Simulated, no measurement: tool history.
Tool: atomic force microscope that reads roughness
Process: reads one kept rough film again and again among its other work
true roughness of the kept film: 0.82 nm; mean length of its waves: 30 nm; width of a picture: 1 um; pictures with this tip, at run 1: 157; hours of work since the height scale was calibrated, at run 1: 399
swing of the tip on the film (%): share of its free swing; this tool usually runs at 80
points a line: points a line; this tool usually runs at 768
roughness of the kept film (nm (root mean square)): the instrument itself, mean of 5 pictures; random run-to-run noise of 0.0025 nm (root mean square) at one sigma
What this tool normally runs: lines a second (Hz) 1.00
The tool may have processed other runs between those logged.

run	day	lines a second (Hz)	swing of the tip on the film (%)	points a line	pictures with this tip	hours of work since the height scale was calibrated	roughness of the kept film (nm (root mean square))
1	0.000	1.00	80	768	157	399	0.718
2	0.521	1.00	80	768	182	409	0.719
3	0.775	1.62	80	768	193	413	0.688
4	1.025	1.62	80	768	205	418	0.687
5	1.462	1.00	80	768	225	425	0.714
6	1.867	1.07	80	768	244	433	0.710
7	2.208	1.00	80	768	260	439	0.705
8	2.688	1.00	80	755	282	447	0.705
9	3.179	1.00	80	768	305	456	0.698
10	3.517	1.00	80	768	320	462	0.697
11	4.058	1.00	80	377	346	472	0.691
12	4.304	1.00	66	377	357	476	0.714
13	4.754	1.00	88	768	378	484	0.668
# day 4.821: new tip fitted
14	5.242	1.00	88	768	20	493	0.719
15	5.742	2.11	80	768	43	502	0.695
16	6.146	2.66	80	768	62	509	0.667
17	6.588	2.66	80	768	82	517	0.668
18	6.954	2.98	80	768	99	523	0.655
19	7.250	1.00	80	768	113	529	0.732
20	7.638	1.00	80	768	131	536	0.727
21	8.121	1.00	80	768	153	544	0.721
22	8.692	1.00	80	380	180	554	0.716
23	8.958	1.00	80	380	192	559	0.709
24	9.300	1.00	80	380	208	565	0.712
25	9.671	1.00	80	380	225	572	0.707
26	9.975	1.00	80	380	239	577	0.706
27	10.275	0.78	74	676	253	583	0.727
28	10.588	0.78	74	403	268	588	0.719
29	11.058	1.04	56	299	289	597	0.727
30	11.421	1.04	56	299	306	603	0.729
# day 11.504: height scale calibrated on a step standard
31	11.925	0.91	56	299	328	8	0.725
32	12.208	0.58	63	626	341	13	0.729
# day 12.383: height scale calibrated on a step standard, once more
33	12.608	1.34	81	330	357	4	0.675
34	13.017	1.00	73	304	376	11	0.693

Run 35 is up next; what results do you expect?
# day 13.125: new tip fitted
35	13.479	1.32	62	304	17	19	?

{"run 35": {"roughness of the kept film (nm (root mean square))": 0.757}}
On a tool with no hidden condition, and with the same random variation, this run would have come out at roughness of the kept film (nm (root mean square)) 0.759.
